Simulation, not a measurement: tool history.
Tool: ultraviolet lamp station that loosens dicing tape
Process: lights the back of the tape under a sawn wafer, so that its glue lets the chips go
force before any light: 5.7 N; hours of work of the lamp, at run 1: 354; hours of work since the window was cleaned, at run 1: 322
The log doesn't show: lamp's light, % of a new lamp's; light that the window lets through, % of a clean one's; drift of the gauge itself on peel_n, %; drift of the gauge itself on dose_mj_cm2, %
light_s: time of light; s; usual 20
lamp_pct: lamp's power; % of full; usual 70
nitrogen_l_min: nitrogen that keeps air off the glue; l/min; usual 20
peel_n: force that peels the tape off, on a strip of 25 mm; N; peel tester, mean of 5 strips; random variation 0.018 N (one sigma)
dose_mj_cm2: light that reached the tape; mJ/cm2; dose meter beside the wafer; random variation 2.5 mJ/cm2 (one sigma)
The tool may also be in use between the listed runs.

| run | day | light_s | lamp_pct | nitrogen_l_min | hours of work of the lamp | hours of work since the window was cleaned | peel_n | dose_mj_cm2 |
|---|---|---|---|---|---|---|---|---|
| 1 | 0 | 20 | 70 | 20 | 354 | 322 | 1.192 | 244 |
| 2 | 0.429 | 20 | 70 | 20 | 359 | 327 | 1.14 | 243 |
| 3 | 1.283 | 20 | 85 | 20 | 369 | 337 | 0.771 | 296 |
| 4 | 1.996 | 20 | 85 | 20 | 377 | 345 | 0.827 | 299 |
| 5 | 2.396 | 20 | 85 | 20 | 381 | 350 | 0.821 | 296 |
| 6 | 3.112 | 20 | 99 | 20 | 390 | 358 | 0.614 | 345 |
| 7 | 3.825 | 20 | 99 | 20 | 398 | 366 | 0.649 | 345 |
| 8 | 4.188 | 20 | 70 | 18 | 402 | 370 | 1.242 | 245 |
| 9 | 4.558 | 20 | 70 | 18 | 406 | 375 | 1.187 | 239 |
| 10 | 5.229 | 20 | 70 | 18 | 414 | 382 | 1.233 | 238 |
| 11 | 5.633 | 20 | 70 | 18 | 419 | 387 | 1.245 | 242 |
| 12 | 6.333 | 20 | 70 | 18 | 427 | 395 | 1.234 | 243 |
| 13 | 7.138 | 20 | 70 | 18 | 436 | 404 | 1.239 | 238 |
| 14 | 7.917 | 20 | 70 | 20 | 445 | 413 | 1.235 | 233 |
| 15 | 8.267 | 20 | 95 | 20 | 449 | 417 | 0.735 | 325 |
| 16 | 9.108 | 20 | 70 | 20 | 458 | 427 | 1.223 | 238 |
| 17 | 9.942 | 20 | 70 | 20 | 468 | 436 | 1.213 | 233 |
| 18 | 10.45 | 10 | 70 | 20 | 474 | 442 | 2.707 | 114 |
| 19 | 10.938 | 10 | 70 | 20 | 479 | 448 | 2.653 | 116 |
| 20 | 11.725 | 10 | 67 | 20 | 488 | 457 | 2.742 | 109 |
| 21 | 12.492 | 10 | 67 | 20 | 497 | 465 | 2.7 | 108 |
| 22 | 12.933 | 10 | 67 | 20 | 502 | 470 | 2.793 | 114 |
| 23 | 13.779 | 10 | 67 | 20 | 512 | 480 | 2.808 | 106 |
| 24 | 14.367 | 27 | 87 | 20 | 519 | 487 | 0.49 | 383 |
| 25 | 15.146 | 32 | 87 | 20 | 527 | 496 | 0.333 | 454 |
| 26 | 15.542 | 12 | 85 | 20 | 532 | 500 | 1.872 | 168 |
| 27 | 16.062 | 15 | 63 | 28 | 538 | 506 | 1.967 | 151 |
| 28 | 16.612 | 10 | 62 | 15 | 544 | 513 | 3.174 | 99 |
| 29 | 17.338 | 10 | 85 | 13 | 553 | 521 | 2.605 | 135 |
| 30 | 18.15 | 16 | 95 | 8 | 562 | 530 | 1.694 | 243 |
| 31 | 18.721 | 16 | 95 | 8 | 568 | 537 | 1.685 | 241 |
|  | 18.8 | window cleaned of glue's vapour |
| 32 | 19.117 | 18 | 74 | 8 | 573 | 4 | 1.717 | 239 |
| 33 | 19.662 | 12 | 62 | 17 | 579 | 10 | 2.412 | 135 |
| 34 | 20.417 | 39 | 70 | 35 | 588 | 19 | 0.193 | 488 |
| 35 | 21.188 | 11 | 70 | 35 | 596 | 27 | 2.086 | 137 |
| 36 | 21.779 | 14 | 70 | 34 | 603 | 34 | 1.584 | 173 |
| 37 | 22.142 | 13 | 91 | 23 | 607 | 38 | 1.392 | 201 |
| 38 | 22.912 | 26 | 65 | 26 | 616 | 47 | 0.725 | 297 |
| 39 | 23.542 | 10 | 83 | 20 | 623 | 54 | 2.157 | 145 |
| 40 | 24.112 | 10 | 83 | 20 | 630 | 61 | 2.234 | 143 |
| 41 | 24.954 | 10 | 83 | 16 | 640 | 70 | 2.332 | 142 |
| 42 | 25.579 | 13 | 65 | 13 | 647 | 78 | 2.476 | 145 |

Hidden state at the last listed run before each entry between runs and at the first one after, where it differs:
Between runs 31 and 32: window cleaned of glue's vapour (day 18.8)
  lamp's light, % of a new lamp's: 87 -> 86.9; light that the window lets through, % of a clean one's: 88.1 -> 99.6
  measured less the result without the state, peel_n: +0.514 -> +0.29 N; dose_mj_cm2: -74 -> -37 mJ/cm2

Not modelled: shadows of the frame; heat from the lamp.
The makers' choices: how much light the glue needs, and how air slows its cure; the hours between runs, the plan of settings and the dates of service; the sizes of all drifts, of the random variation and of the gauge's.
